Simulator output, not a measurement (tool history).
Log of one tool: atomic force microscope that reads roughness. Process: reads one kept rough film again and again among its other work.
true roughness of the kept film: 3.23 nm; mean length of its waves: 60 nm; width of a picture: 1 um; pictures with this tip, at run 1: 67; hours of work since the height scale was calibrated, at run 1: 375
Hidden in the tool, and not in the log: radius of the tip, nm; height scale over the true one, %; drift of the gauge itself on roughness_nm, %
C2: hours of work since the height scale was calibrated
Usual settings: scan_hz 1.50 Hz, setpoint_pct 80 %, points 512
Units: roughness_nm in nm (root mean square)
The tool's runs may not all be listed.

Run 1, day 0.000: usual settings; pictures with this tip 67; C2 375. Result: roughness_nm 2.842 nm (root mean square).
Run 2, day 0.779: usual settings; pictures with this tip 90; C2 383. Result: roughness_nm 2.816 nm (root mean square).
At day 1.088: new tip fitted.
Run 3, day 1.954: usual settings but scan_hz 2.17 Hz; pictures with this tip 26; C2 395. Result: roughness_nm 2.766 nm (root mean square).
Run 4, day 3.396: usual settings but scan_hz 2.17 Hz, setpoint_pct 72 %; pictures with this tip 69; C2 410. Result: roughness_nm 2.819 nm (root mean square).
At day 4.342: new tip fitted.
Run 5, day 4.538: usual settings but points 286; pictures with this tip 6; C2 422. Result: roughness_nm 2.886 nm (root mean square).
Run 6, day 5.375: usual settings but points 286; pictures with this tip 30; C2 430. Result: roughness_nm 2.853 nm (root mean square).
Run 7, day 6.442: usual settings but points 286; pictures with this tip 62; C2 441. Result: roughness_nm 2.816 nm (root mean square).
At day 7.688: new tip fitted.
Run 8, day 7.796: usual settings but points 286; pictures with this tip 3; C2 455. Result: roughness_nm 2.886 nm (root mean square).
Run 9, day 8.821: usual settings but scan_hz 1.69 Hz, setpoint_pct 88 %, points 381; pictures with this tip 33; C2 466. Result: roughness_nm 2.700 nm (root mean square).
Run 10, day 10.067: usual settings but scan_hz 1.54 Hz, setpoint_pct 85 %, points 364; pictures with this tip 70; C2 478. Result: roughness_nm 2.746 nm (root mean square).
Run 11, day 10.888: usual settings but scan_hz 1.54 Hz, setpoint_pct 85 %, points 364; pictures with this tip 94; C2 487. Result: roughness_nm 2.705 nm (root mean square).
At day 11.000: new tip fitted.
Run 12, day 12.017: usual settings but scan_hz 1.54 Hz, setpoint_pct 85 %, points 364; pictures with this tip 30; C2 498. Result: roughness_nm 2.778 nm (root mean square).
Run 13, day 12.804: usual settings but scan_hz 1.52 Hz, setpoint_pct 71 %, points 440; pictures with this tip 53; C2 507. Result: roughness_nm 2.905 nm (root mean square).
Run 14, day 13.612: usual settings but scan_hz 1.80 Hz, setpoint_pct 56 %, points 729; pictures with this tip 77; C2 515. Result: roughness_nm 2.984 nm (root mean square).
At day 14.300: new tip fitted.
Run 15, day 14.792: usual settings but scan_hz 2.95 Hz, setpoint_pct 70 %, points 729; pictures with this tip 14; C2 527. Result: roughness_nm 2.837 nm (root mean square).
Run 16, day 16.208: usual settings but scan_hz 2.95 Hz, setpoint_pct 70 %, points 729; pictures with this tip 56; C2 541. Result: roughness_nm 2.787 nm (root mean square).

How the hidden state differs across the entries between the runs, from the last listed run before each to the first after it:
Between runs 2 and 3: new tip fitted (day 1.088)
  radius of the tip, nm: 15.5 -> 8.7; height scale over the true one, %: -0.31 -> -0.33
  measured less the result without the state, roughness_nm: -0.111 -> -0.045 nm (root mean square)
Between runs 4 and 5: new tip fitted (day 4.342)
  radius of the tip, nm: 14.2 -> 5.9; height scale over the true one, %: -0.34 -> -0.35
  measured less the result without the state, roughness_nm: -0.101 -> -0.019 nm (root mean square)
Between runs 7 and 8: new tip fitted (day 7.688)
  radius of the tip, nm: 13 -> 5.5; height scale over the true one, %: -0.38 -> -0.39
  measured less the result without the state, roughness_nm: -0.089 -> -0.016 nm (root mean square)
Between runs 11 and 12: new tip fitted (day 11.000)
  radius of the tip, nm: 17.1 -> 9.2; height scale over the true one, %: -0.43 -> -0.44
  measured less the result without the state, roughness_nm: -0.126 -> -0.054 nm (root mean square)
Between runs 14 and 15: new tip fitted (day 14.300)
  radius of the tip, nm: 15.3 -> 7.3; height scale over the true one, %: -0.46 -> -0.47
  measured less the result without the state, roughness_nm: -0.121 -> -0.036 nm (root mean square)
